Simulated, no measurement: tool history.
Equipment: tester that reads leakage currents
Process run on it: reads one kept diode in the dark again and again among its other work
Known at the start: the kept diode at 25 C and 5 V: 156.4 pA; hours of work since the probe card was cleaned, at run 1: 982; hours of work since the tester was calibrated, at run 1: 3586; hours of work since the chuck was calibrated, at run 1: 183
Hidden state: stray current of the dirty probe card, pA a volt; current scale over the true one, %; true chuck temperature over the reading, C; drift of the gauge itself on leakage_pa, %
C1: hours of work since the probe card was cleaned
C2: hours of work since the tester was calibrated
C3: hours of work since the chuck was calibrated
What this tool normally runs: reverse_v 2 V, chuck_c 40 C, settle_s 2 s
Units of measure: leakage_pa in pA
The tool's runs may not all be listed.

{"run": 1, "hour": 0.0, "reverse_v": 2, "chuck_c": 40, "settle_s": 2, "C1": 982, "C2": 3586, "C3": 183, "leakage_pa": 330.47}
{"run": 2, "hour": 167.0, "reverse_v": 2, "chuck_c": 40, "settle_s": 2, "C1": 1081, "C2": 3685, "C3": 283, "leakage_pa": 327.9}
{"run": 3, "hour": 376.2, "reverse_v": 2, "chuck_c": 40, "settle_s": 2, "C1": 1206, "C2": 3810, "C3": 408, "leakage_pa": 326.1}
{"run": 4, "hour": 502.3, "reverse_v": 2, "chuck_c": 40, "settle_s": 2, "C1": 1282, "C2": 3886, "C3": 483, "leakage_pa": 325.74}
{"hour": 551.1, "done": "tester calibrated"}
{"run": 5, "hour": 620.2, "reverse_v": 2, "chuck_c": 40, "settle_s": 2, "C1": 1351, "C2": 41, "C3": 553, "leakage_pa": 321.11}
{"run": 6, "hour": 788.8, "reverse_v": 2, "chuck_c": 40, "settle_s": 2, "C1": 1452, "C2": 142, "C3": 653, "leakage_pa": 317.45}
{"hour": 926.4, "done": "chuck's temperature calibrated"}
{"run": 7, "hour": 1009.2, "reverse_v": 2, "chuck_c": 40, "settle_s": 2, "C1": 1582, "C2": 272, "C3": 49, "leakage_pa": 332.05}
{"run": 8, "hour": 1149.3, "reverse_v": 2, "chuck_c": 54, "settle_s": 2, "C1": 1666, "C2": 356, "C3": 133, "leakage_pa": 884.85}
{"run": 9, "hour": 1264.5, "reverse_v": 10.73, "chuck_c": 44, "settle_s": 2, "C1": 1734, "C2": 425, "C3": 202, "leakage_pa": 959.39}
{"run": 10, "hour": 1443.1, "reverse_v": 1.34, "chuck_c": 56, "settle_s": 2, "C1": 1841, "C2": 531, "C3": 309, "leakage_pa": 838.75}
{"run": 11, "hour": 1549.5, "reverse_v": 1.34, "chuck_c": 56, "settle_s": 2, "C1": 1904, "C2": 595, "C3": 372, "leakage_pa": 829.06}
{"run": 12, "hour": 1660.0, "reverse_v": 1.34, "chuck_c": 56, "settle_s": 2, "C1": 1970, "C2": 661, "C3": 438, "leakage_pa": 828.87}
{"hour": 1885.8, "done": "probe card cleaned and baked"}
{"run": 13, "hour": 1885.8, "reverse_v": 1.34, "chuck_c": 56, "settle_s": 2, "C1": 0, "C2": 794, "C3": 571, "leakage_pa": 814.59}
{"run": 14, "hour": 2007.8, "reverse_v": 1.84, "chuck_c": 40, "settle_s": 0.3, "C1": 73, "C2": 867, "C3": 644, "leakage_pa": 305.76}

Measured minus without-hidden-state, run by run (identical run-to-run variation in each term; gauge scatter may differ):
run=1 leakage_pa=+2.29
run=2 leakage_pa=+0.17
run=3 leakage_pa=-2.27
run=4 leakage_pa=-3.55
run=5 leakage_pa=-8.25
run=6 leakage_pa=-10.28
run=7 leakage_pa=+2.41
run=8 leakage_pa=-0.25
run=9 leakage_pa=+1.37
run=10 leakage_pa=-9.01
run=11 leakage_pa=-12.06
run=12 leakage_pa=-15.59
run=13 leakage_pa=-22.78
run=14 leakage_pa=-10.96

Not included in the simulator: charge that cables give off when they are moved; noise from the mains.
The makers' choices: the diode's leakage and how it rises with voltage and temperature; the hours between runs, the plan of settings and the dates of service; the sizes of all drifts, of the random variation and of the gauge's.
